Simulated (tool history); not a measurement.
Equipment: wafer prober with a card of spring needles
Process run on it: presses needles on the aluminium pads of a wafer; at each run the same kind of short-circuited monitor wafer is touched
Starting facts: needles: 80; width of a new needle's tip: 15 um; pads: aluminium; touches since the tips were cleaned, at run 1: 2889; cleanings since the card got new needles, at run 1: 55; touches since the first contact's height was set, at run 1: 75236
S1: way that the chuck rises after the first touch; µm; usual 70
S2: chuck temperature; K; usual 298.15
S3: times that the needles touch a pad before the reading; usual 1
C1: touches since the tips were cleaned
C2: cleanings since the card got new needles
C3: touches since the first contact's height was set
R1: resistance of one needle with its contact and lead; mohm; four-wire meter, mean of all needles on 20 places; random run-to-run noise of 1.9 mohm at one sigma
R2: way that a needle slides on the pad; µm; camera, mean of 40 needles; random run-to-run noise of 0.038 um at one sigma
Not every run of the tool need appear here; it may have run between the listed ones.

run   hour  S1      S2  S3    C1  C2      C3   R1     R2
  1    0.0  70  298.15   1  2889  55   75236  200  13.17
       8.2  -- tips cleaned on abrasive film
      23.4  -- tips cleaned on abrasive film
  2   27.6  70  298.15   1  1549  57   85455  200  13.13
      37.4  -- tips cleaned on abrasive film
      51.9  -- tips cleaned on abrasive film
  3   51.9  70  298.15   1     0  59   94465  199  13.13
      68.0  -- tips cleaned on abrasive film
      83.8  -- tips cleaned on abrasive film
  4   88.1  70  298.15   1  1583  61  107916  199  13.23
     100.1  -- tips cleaned on abrasive film
  5  111.1  70  298.15   1  4109  62  116496  200  13.15
     114.4  -- tips cleaned on abrasive film
     129.0  -- tips cleaned on abrasive film
  6  137.5  70  298.15   1  3183  64  126264  202  13.17
     143.7  -- tips cleaned on abrasive film
     158.7  -- tips cleaned on abrasive film
  7  169.9  70  332.15   1  4216  66  138310  206  13.21
     173.5  -- tips cleaned on abrasive film
     188.7  -- tips cleaned on abrasive film
  8  189.7  70  332.15   1   356  68  145615  208  13.19
     203.8  -- tips cleaned on abrasive film
     218.9  -- tips cleaned on abrasive film
  9  227.8  70  322.15   1  3304  70  159773  204  13.23
     233.8  -- tips cleaned on abrasive film
     249.3  -- tips cleaned on abrasive film
 10  252.4  70  322.15   1  1149  72  168877  205  13.27
     264.6  -- tips cleaned on abrasive film
     281.0  -- tips cleaned on abrasive film
 11  281.5  70  322.15   1   180  74  179682  207  13.24
     295.7  -- tips cleaned on abrasive film
     312.0  -- tips cleaned on abrasive film
 12  322.1  70  322.15   1  3774  76  194767  203  13.29
     327.6  -- tips cleaned on abrasive film
     342.6  -- tips cleaned on abrasive film
 13  344.2  68  336.15   3   590  78  202949  208  12.96
     357.1  -- tips cleaned on abrasive film
 14  361.1  68  336.15   3  1494  79  209235  210  13.00
     373.8  -- tips cleaned on abrasive film
     388.1  -- tips cleaned on abrasive film
 15  388.8  51  300.15   3   241  81  219508  209   9.69
     393.9  -- gauge calibrated
     404.4  -- tips cleaned on abrasive film
     419.1  -- tips cleaned on abrasive film
 16  421.5  79  341.15   2   904  83  231647  204  14.80
     436.0  -- tips cleaned on abrasive film
 17  442.7  70  313.15   1  2483  84  239523  202  13.13
     450.2  -- tips cleaned on abrasive film
     455.2  -- height of the first contact set anew
     466.4  -- tips cleaned on abrasive film
 18  478.0  75  298.15   1  4330  86    8485  196  14.08

What if the next run were any one of these 3? Each begins from the tool's condition after run 18:
     481.5  -- tips cleaned on abrasive film
     497.9  -- tips cleaned on abrasive film
     513.4  -- tips cleaned on abrasive film
  A  514.2  70  303.15   1  288  89  21899   ?   ?
     481.5  -- tips cleaned on abrasive film
     497.9  -- tips cleaned on abrasive film
     513.4  -- tips cleaned on abrasive film
  B  514.2  86  298.15   2  288  89  21899   ?   ?
     481.5  -- tips cleaned on abrasive film
     497.9  -- tips cleaned on abrasive film
     513.4  -- tips cleaned on abrasive film
  C  514.2  75  330.15   1  288  89  21899   ?   ?

run   R1     R2
  A  197  13.19
  B  195  16.22
  C  207  14.10
With no hidden state in the tool, these same runs would have given:
run   R1     R2
  A  197  13.12
  B  195  16.14
  C  207  14.03

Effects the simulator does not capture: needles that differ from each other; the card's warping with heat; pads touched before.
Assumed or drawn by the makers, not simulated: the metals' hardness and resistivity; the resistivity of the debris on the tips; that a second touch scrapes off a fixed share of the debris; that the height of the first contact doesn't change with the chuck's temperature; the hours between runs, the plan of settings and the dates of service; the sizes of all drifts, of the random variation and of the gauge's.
